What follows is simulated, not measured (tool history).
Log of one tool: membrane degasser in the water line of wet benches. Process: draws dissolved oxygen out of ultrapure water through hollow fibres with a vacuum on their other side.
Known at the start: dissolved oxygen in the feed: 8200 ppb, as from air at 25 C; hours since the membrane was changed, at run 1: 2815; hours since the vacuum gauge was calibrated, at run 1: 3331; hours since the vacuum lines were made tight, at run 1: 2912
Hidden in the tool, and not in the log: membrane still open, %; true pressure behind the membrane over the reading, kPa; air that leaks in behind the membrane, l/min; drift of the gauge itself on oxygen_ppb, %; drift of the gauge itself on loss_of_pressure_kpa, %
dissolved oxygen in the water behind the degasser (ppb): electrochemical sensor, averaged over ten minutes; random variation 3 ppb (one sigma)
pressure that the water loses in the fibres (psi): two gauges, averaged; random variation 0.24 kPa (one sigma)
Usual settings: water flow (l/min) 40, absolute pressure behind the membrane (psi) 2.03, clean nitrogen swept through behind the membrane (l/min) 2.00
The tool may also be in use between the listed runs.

run   hour  water flow (l/min)  absolute pressure behind the membrane (psi)  clean nitrogen swept through behind the membrane (l/min)  hours since the membrane was changed  hours since the vacuum gauge was calibrated  hours since the vacuum lines were made tight  dissolved oxygen in the water behind the degasser (ppb)  pressure that the water loses in the fibres (psi)
  1    0.0                  40                                         2.03                                                      2.00                                  2815                                         3331                                          2912                                                    463.7                                              8.834
  2   96.5                  40                                         2.03                                                      3.73                                  2911                                         3428                                          3008                                                    269.6                                              8.853
  3  159.7                  40                                         2.03                                                      2.00                                  2974                                         3491                                          3071                                                    462.8                                              8.831
  4  208.2                  40                                         2.03                                                      2.00                                  3023                                         3540                                          3120                                                    465.8                                              8.868
  5  301.5                  38                                         2.03                                                      2.00                                  3116                                         3633                                          3213                                                    448.6                                              8.361
  6  378.0                  38                                         2.03                                                      2.00                                  3193                                         3709                                          3290                                                    442.9                                              8.360
  7  429.2                  38                                         2.03                                                      2.00                                  3244                                         3761                                          3341                                                    443.8                                              8.332
  8  480.6                  38                                         2.03                                                      2.00                                  3295                                         3812                                          3392                                                    444.8                                              8.431
     523.8  -- vacuum gauge calibrated
  9  548.0                  38                                         1.31                                                      2.00                                  3362                                           24                                          3459                                                    243.5                                              8.427
 10  634.0                  38                                         1.31                                                      4.78                                  3448                                          110                                          3545                                                    111.5                                              8.372
 11  693.2                  28                                         1.71                                                      4.78                                  3507                                          169                                          3604                                                    122.4                                              6.205
 12  766.6                  43                                         1.45                                                      1.34                                  3581                                          243                                          3678                                                    445.3                                              9.581
 13  818.8                  47                                         1.48                                                      1.42                                  3633                                          295                                          3730                                                    465.5                                             10.388

3 ways to go on from here, each from the tool as it stands after run 13. What would each give?
  A  867.9                  32                                         1.41                                                      2.00                                  3682                                          344                                          3779                                                        ?                                                  ?
  B  867.9                  47                                         1.39                                                      1.42                                  3682                                          344                                          3779                                                        ?                                                  ?
  C  867.9                  53                                         1.48                                                      1.42                                  3682                                          344                                          3779                                                        ?                                                  ?

run  dissolved oxygen in the water behind the degasser (ppb)  pressure that the water loses in the fibres (psi)
  A                                                    232.2                                              7.039
  B                                                    428.2                                             10.386
  C                                                    513.7                                             11.686
Without the tool's hidden state the same runs would have given:
run  dissolved oxygen in the water behind the degasser (ppb)  pressure that the water loses in the fibres (psi)
  A                                                    232.1                                              7.033
  B                                                    428.1                                             10.377
  C                                                    513.6                                             11.677

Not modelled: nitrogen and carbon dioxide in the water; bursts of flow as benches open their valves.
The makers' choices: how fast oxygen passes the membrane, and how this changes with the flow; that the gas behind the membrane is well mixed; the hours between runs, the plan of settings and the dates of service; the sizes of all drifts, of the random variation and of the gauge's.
